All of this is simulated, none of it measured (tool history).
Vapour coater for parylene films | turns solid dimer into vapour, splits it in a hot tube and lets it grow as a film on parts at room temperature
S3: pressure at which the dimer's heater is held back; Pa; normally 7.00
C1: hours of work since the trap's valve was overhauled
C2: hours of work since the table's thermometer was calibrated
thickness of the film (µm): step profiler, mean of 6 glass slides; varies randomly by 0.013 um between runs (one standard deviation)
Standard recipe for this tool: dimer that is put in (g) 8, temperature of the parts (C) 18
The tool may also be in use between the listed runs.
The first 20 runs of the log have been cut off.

{"run": 21, "hour": 791.8, "dimer that is put in (g)": 12, "temperature of the parts (C)": 18, "S3": 7.0, "C1": 255, "C2": 1000, "thickness of the film (µm)": 2.65}
{"run": 22, "hour": 838.1, "dimer that is put in (g)": 12, "temperature of the parts (C)": 18, "S3": 7.0, "C1": 275, "C2": 1020, "thickness of the film (µm)": 2.64}
{"run": 23, "hour": 863.2, "dimer that is put in (g)": 8, "temperature of the parts (C)": 25, "S3": 7.0, "C1": 286, "C2": 1031, "thickness of the film (µm)": 1.53}
{"run": 24, "hour": 905.0, "dimer that is put in (g)": 5, "temperature of the parts (C)": 26, "S3": 8.92, "C1": 304, "C2": 1049, "thickness of the film (µm)": 0.9}
{"run": 25, "hour": 946.2, "dimer that is put in (g)": 7, "temperature of the parts (C)": 14, "S3": 2.06, "C1": 322, "C2": 1067, "thickness of the film (µm)": 1.99}
{"run": 26, "hour": 971.6, "dimer that is put in (g)": 9, "temperature of the parts (C)": 27, "S3": 6.1, "C1": 333, "C2": 1077, "thickness of the film (µm)": 1.69}
{"hour": 982.6, "done": "trap's valve overhauled"}
{"run": 27, "hour": 1002.1, "dimer that is put in (g)": 9, "temperature of the parts (C)": 20, "S3": 6.1, "C1": 8, "C2": 1089, "thickness of the film (µm)": 1.96}
{"run": 28, "hour": 1040.8, "dimer that is put in (g)": 5, "temperature of the parts (C)": 20, "S3": 6.1, "C1": 25, "C2": 1106, "thickness of the film (µm)": 1.08}
{"run": 29, "hour": 1082.7, "dimer that is put in (g)": 5, "temperature of the parts (C)": 20, "S3": 7.12, "C1": 43, "C2": 1124, "thickness of the film (µm)": 1.07}
{"run": 30, "hour": 1125.4, "dimer that is put in (g)": 5, "temperature of the parts (C)": 20, "S3": 7.12, "C1": 61, "C2": 1142, "thickness of the film (µm)": 1.05}
{"run": 31, "hour": 1153.4, "dimer that is put in (g)": 5, "temperature of the parts (C)": 20, "S3": 7.12, "C1": 73, "C2": 1154, "thickness of the film (µm)": 1.06}
{"run": 32, "hour": 1184.6, "dimer that is put in (g)": 5, "temperature of the parts (C)": 20, "S3": 7.12, "C1": 87, "C2": 1167, "thickness of the film (µm)": 1.08}
{"run": 33, "hour": 1210.5, "dimer that is put in (g)": 8, "temperature of the parts (C)": 18, "S3": 2.11, "C1": 98, "C2": 1178, "thickness of the film (µm)": 2.09}
{"run": 34, "hour": 1232.1, "dimer that is put in (g)": 4, "temperature of the parts (C)": 18, "S3": 2.81, "C1": 107, "C2": 1188, "thickness of the film (µm)": 0.97}
{"run": 35, "hour": 1263.5, "dimer that is put in (g)": 12, "temperature of the parts (C)": 13, "S3": 2.23, "C1": 121, "C2": 1201, "thickness of the film (µm)": 3.44}
{"run": 36, "hour": 1295.1, "dimer that is put in (g)": 8, "temperature of the parts (C)": 18, "S3": 6.63, "C1": 134, "C2": 1215, "thickness of the film (µm)": 1.76}

Alternative continuations, all from the tool just after run 36; predict every row:
{"run": "A", "hour": 1332.8, "dimer that is put in (g)": 5, "temperature of the parts (C)": 19, "S3": 11.58, "C1": 150, "C2": 1231, "thickness of the film (µm)": "?"}
{"run": "B", "hour": 1332.8, "dimer that is put in (g)": 8, "temperature of the parts (C)": 22, "S3": 6.63, "C1": 150, "C2": 1231, "thickness of the film (µm)": "?"}
{"run": "C", "hour": 1332.8, "dimer that is put in (g)": 11, "temperature of the parts (C)": 18, "S3": 2.74, "C1": 150, "C2": 1231, "thickness of the film (µm)": "?"}
{"run": "D", "hour": 1332.8, "dimer that is put in (g)": 6, "temperature of the parts (C)": 12, "S3": 7.77, "C1": 150, "C2": 1231, "thickness of the film (µm)": "?"}
{"run": "E", "hour": 1332.8, "dimer that is put in (g)": 8, "temperature of the parts (C)": 12, "S3": 11.17, "C1": 150, "C2": 1231, "thickness of the film (µm)": "?"}

run=A thickness_of_the_film_(µm)=1.00
run=B thickness_of_the_film_(µm)=1.66
run=C thickness_of_the_film_(µm)=2.79
run=D thickness_of_the_film_(µm)=1.45
run=E thickness_of_the_film_(µm)=1.87
Take away the tool's hidden state, keep each run's random variation, and the runs would have read:
run=A thickness_of_the_film_(µm)=1.00
run=B thickness_of_the_film_(µm)=1.66
run=C thickness_of_the_film_(µm)=2.79
run=D thickness_of_the_film_(µm)=1.45
run=E thickness_of_the_film_(µm)=1.88
